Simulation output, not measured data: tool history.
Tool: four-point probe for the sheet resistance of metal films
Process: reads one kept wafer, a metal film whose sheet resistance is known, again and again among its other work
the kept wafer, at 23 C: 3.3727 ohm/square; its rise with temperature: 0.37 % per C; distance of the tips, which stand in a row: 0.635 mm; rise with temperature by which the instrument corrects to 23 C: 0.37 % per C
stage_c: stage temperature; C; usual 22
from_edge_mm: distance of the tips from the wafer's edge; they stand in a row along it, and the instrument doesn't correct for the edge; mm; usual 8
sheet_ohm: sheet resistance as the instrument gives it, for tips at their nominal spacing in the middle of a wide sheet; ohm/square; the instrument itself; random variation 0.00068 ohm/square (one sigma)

{"run": 1, "hour": 0.0, "stage_c": 22, "from_edge_mm": 8, "sheet_ohm": 3.369248}
{"run": 2, "hour": 22.5, "stage_c": 22, "from_edge_mm": 8, "sheet_ohm": 3.367487}
{"run": 3, "hour": 32.5, "stage_c": 22, "from_edge_mm": 8, "sheet_ohm": 3.367761}
{"run": 4, "hour": 44.2, "stage_c": 22, "from_edge_mm": 6, "sheet_ohm": 3.37661}
{"run": 5, "hour": 57.6, "stage_c": 22, "from_edge_mm": 6, "sheet_ohm": 3.375562}
{"run": 6, "hour": 79.6, "stage_c": 22, "from_edge_mm": 6, "sheet_ohm": 3.374712}
{"run": 7, "hour": 98.2, "stage_c": 22, "from_edge_mm": 4, "sheet_ohm": 3.399991}
{"run": 8, "hour": 108.0, "stage_c": 22, "from_edge_mm": 4, "sheet_ohm": 3.399201}
{"run": 9, "hour": 128.3, "stage_c": 22, "from_edge_mm": 8, "sheet_ohm": 3.365843}
{"run": 10, "hour": 146.8, "stage_c": 25, "from_edge_mm": 10, "sheet_ohm": 3.35967}
{"run": 11, "hour": 169.1, "stage_c": 25, "from_edge_mm": 10, "sheet_ohm": 3.358788}
{"run": 12, "hour": 182.6, "stage_c": 22, "from_edge_mm": 38, "sheet_ohm": 3.351604}
{"run": 13, "hour": 197.9, "stage_c": 31, "from_edge_mm": 31, "sheet_ohm": 3.350794}
{"run": 14, "hour": 211.2, "stage_c": 35, "from_edge_mm": 27, "sheet_ohm": 3.351783}
{"run": 15, "hour": 230.8, "stage_c": 35, "from_edge_mm": 27, "sheet_ohm": 3.351774}
{"run": 16, "hour": 251.5, "stage_c": 21, "from_edge_mm": 47, "sheet_ohm": 3.349875}
{"run": 17, "hour": 265.2, "stage_c": 25, "from_edge_mm": 8, "sheet_ohm": 3.361689}

Measured less the same run without the tool's hidden state. The same run-to-run variation is in both; the gauge's scatter may not be:
The hidden state here: inner tips' distance over the nominal, %; tips' flats over new ones', %; wafer's true temperature over the reading, C; drift of the gauge itself on sheet_ohm, %.
run=1 sheet_ohm=-0.015735
run=2 sheet_ohm=-0.016374
run=3 sheet_ohm=-0.016635
run=4 sheet_ohm=-0.017026
run=5 sheet_ohm=-0.01736
run=6 sheet_ohm=-0.017972
run=7 sheet_ohm=-0.01864
run=8 sheet_ohm=-0.018871
run=9 sheet_ohm=-0.019242
run=10 sheet_ohm=-0.019787
run=11 sheet_ohm=-0.020387
run=12 sheet_ohm=-0.020698
run=13 sheet_ohm=-0.021184
run=14 sheet_ohm=-0.021581
run=15 sheet_ohm=-0.022107
run=16 sheet_ohm=-0.022608
run=17 sheet_ohm=-0.023065

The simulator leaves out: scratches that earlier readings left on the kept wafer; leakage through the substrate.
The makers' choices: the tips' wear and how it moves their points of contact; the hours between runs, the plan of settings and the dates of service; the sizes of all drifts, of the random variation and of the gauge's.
